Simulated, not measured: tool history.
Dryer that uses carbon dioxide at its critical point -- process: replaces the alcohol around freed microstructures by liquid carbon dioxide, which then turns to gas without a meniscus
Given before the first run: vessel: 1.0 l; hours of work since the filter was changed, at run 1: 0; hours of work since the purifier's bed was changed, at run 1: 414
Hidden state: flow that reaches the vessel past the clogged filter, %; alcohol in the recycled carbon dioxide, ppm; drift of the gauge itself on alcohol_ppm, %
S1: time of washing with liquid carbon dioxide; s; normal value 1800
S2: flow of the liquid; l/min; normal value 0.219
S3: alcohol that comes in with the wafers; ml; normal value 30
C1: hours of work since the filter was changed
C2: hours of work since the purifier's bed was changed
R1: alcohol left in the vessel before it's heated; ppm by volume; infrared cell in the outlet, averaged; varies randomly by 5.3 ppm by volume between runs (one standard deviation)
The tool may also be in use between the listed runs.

Run 1, hour 0.0: usual settings; C1 0; C2 414. Result: R1 149 ppm by volume.
Run 2, hour 15.2: usual settings; C1 8; C2 422. Result: R1 157 ppm by volume.
Run 3, hour 36.9: usual settings but S3 71 ml; C1 20; C2 434. Result: R1 327 ppm by volume.
Run 4, hour 53.3: usual settings but S3 71 ml; C1 28; C2 442. Result: R1 336 ppm by volume.
Run 5, hour 67.7: usual settings but S3 71 ml; C1 36; C2 450. Result: R1 345 ppm by volume.
Run 6, hour 93.4: usual settings but S3 51 ml; C1 50; C2 464. Result: R1 264 ppm by volume.
Run 7, hour 113.0: usual settings but S1 1500 s; C1 60; C2 474. Result: R1 381 ppm by volume.
Run 8, hour 139.4: usual settings but S2 0.288 l/min; C1 74; C2 488. Result: R1 89 ppm by volume.
Run 9, hour 153.4: usual settings but S2 0.288 l/min; C1 81; C2 496. Result: R1 84 ppm by volume.
Run 10, hour 177.0: usual settings but S3 43 ml; C1 94; C2 508. Result: R1 284 ppm by volume.
Run 11, hour 197.6: usual settings but S3 43 ml; C1 105; C2 519. Result: R1 283 ppm by volume.
Run 12, hour 221.0: usual settings but S3 43 ml; C1 117; C2 531. Result: R1 300 ppm by volume.
Run 13, hour 242.1: usual settings but S3 43 ml; C1 129; C2 543. Result: R1 307 ppm by volume.
Run 14, hour 265.0: usual settings but S2 0.182 l/min, S3 43 ml; C1 141; C2 555. Result: R1 643 ppm by volume.
Run 15, hour 285.7: usual settings but S2 0.182 l/min, S3 43 ml; C1 152; C2 566. Result: R1 670 ppm by volume.
Run 16, hour 310.4: usual settings but S2 0.182 l/min, S3 43 ml; C1 165; C2 579. Result: R1 672 ppm by volume.
Run 17, hour 332.9: usual settings; C1 177; C2 591. Result: R1 261 ppm by volume.
At hour 345.4: inlet filter changed.
Run 18, hour 351.7: usual settings; C1 3; C2 600. Result: R1 180 ppm by volume.
Run 19, hour 368.6: usual settings; C1 12; C2 609. Result: R1 186 ppm by volume.
Run 20, hour 393.9: usual settings; C1 26; C2 623. Result: R1 187 ppm by volume.
Run 21, hour 418.0: usual settings; C1 39; C2 636. Result: R1 195 ppm by volume.
Run 22, hour 434.6: usual settings; C1 47; C2 644. Result: R1 193 ppm by volume.
Run 23, hour 447.7: usual settings but S3 82 ml; C1 54; C2 651. Result: R1 436 ppm by volume.
Run 24, hour 466.7: usual settings but S1 1140 s, S2 0.229 l/min; C1 64; C2 661. Result: R1 895 ppm by volume.
Run 25, hour 486.4: usual settings but S1 1440 s, S2 0.188 l/min, S3 94 ml; C1 75; C2 672. Result: R1 2403 ppm by volume.
Run 26, hour 504.6: usual settings but S1 2820 s, S2 0.187 l/min, S3 103 ml; C1 85; C2 682. Result: R1 152 ppm by volume.
Run 27, hour 520.9: usual settings but S1 1080 s, S2 0.182 l/min, S3 52 ml; C1 93; C2 690. Result: R1 3735 ppm by volume.
Run 28, hour 537.1: usual settings but S1 1080 s, S2 0.182 l/min, S3 52 ml; C1 102; C2 699. Result: R1 3673 ppm by volume.
Run 29, hour 559.3: usual settings but S1 1080 s, S2 0.182 l/min, S3 52 ml; C1 114; C2 711. Result: R1 3746 ppm by volume.
Run 30, hour 576.7: usual settings but S1 2220 s, S2 0.265 l/min, S3 29 ml; C1 123; C2 720. Result: R1 97 ppm by volume.
Run 31, hour 589.0: usual settings but S1 2400 s, S2 0.185 l/min, S3 45 ml; C1 129; C2 726. Result: R1 205 ppm by volume.
Run 32, hour 606.7: usual settings but S2 0.353 l/min, S3 23 ml; C1 139; C2 736. Result: R1 84 ppm by volume.
Run 33, hour 622.1: usual settings but S2 0.331 l/min; C1 147; C2 744. Result: R1 93 ppm by volume.
Run 34, hour 636.6: usual settings but S1 1920 s, S2 0.339 l/min, S3 72 ml; C1 155; C2 752. Result: R1 100 ppm by volume.
Run 35, hour 654.7: usual settings but S1 1920 s, S2 0.339 l/min, S3 72 ml; C1 164; C2 761. Result: R1 95 ppm by volume.
Run 36, hour 674.0: usual settings but S1 1140 s, S2 0.339 l/min, S3 36 ml; C1 175; C2 772. Result: R1 378 ppm by volume.
Run 37, hour 684.8: usual settings but S1 1140 s, S2 0.339 l/min, S3 36 ml; C1 180; C2 777. Result: R1 368 ppm by volume.
At hour 690.2: inlet filter changed.
Run 38, hour 704.1: usual settings but S1 1620 s, S2 0.194 l/min, S3 67 ml; C1 7; C2 787. Result: R1 839 ppm by volume.
Run 39, hour 724.6: usual settings but S1 1980 s, S2 0.222 l/min, S3 33 ml; C1 18; C2 798. Result: R1 152 ppm by volume.
Run 40, hour 749.4: usual settings but S1 2100 s, S2 0.222 l/min, S3 72 ml; C1 31; C2 811. Result: R1 206 ppm by volume.
Run 41, hour 762.7: usual settings but S1 1440 s, S2 0.211 l/min, S3 22 ml; C1 39; C2 818. Result: R1 397 ppm by volume.
Run 42, hour 778.6: usual settings but S1 2400 s, S2 0.220 l/min, S3 22 ml; C1 47; C2 827. Result: R1 99 ppm by volume.
Run 43, hour 800.0: usual settings but S1 2400 s, S2 0.220 l/min, S3 22 ml; C1 58; C2 838. Result: R1 100 ppm by volume.
Run 44, hour 815.9: usual settings but S1 2400 s, S2 0.220 l/min, S3 22 ml; C1 67; C2 846. Result: R1 113 ppm by volume.
Run 45, hour 839.8: usual settings but S1 2700 s; C1 79; C2 859. Result: R1 100 ppm by volume.
Run 46, hour 852.6: usual settings but S1 2700 s; C1 86; C2 866. Result: R1 114 ppm by volume.

Below are 4 alternative next runs, each starting from the tool's condition after run 46. Predict each:
Run A, hour 867.4: usual settings but S3 108 ml; C1 94; C2 874. Result: R1 ?.
Run B, hour 867.4: usual settings but S1 1260 s, S2 0.184 l/min; C1 94; C2 874. Result: R1 ?.
Run C, hour 867.4: usual settings but S1 1380 s, S2 0.254 l/min; C1 94; C2 874. Result: R1 ?.
Run D, hour 867.4: usual settings but S2 0.235 l/min; C1 94; C2 874. Result: R1 ?.

run    R1
  A   645
  B  1373
  C   380
  D   192
The same runs, with their run-to-run variation unchanged, on a tool lacking any hidden condition would have given:
run    R1
  A   391
  B  1044
  C   212
  D    70
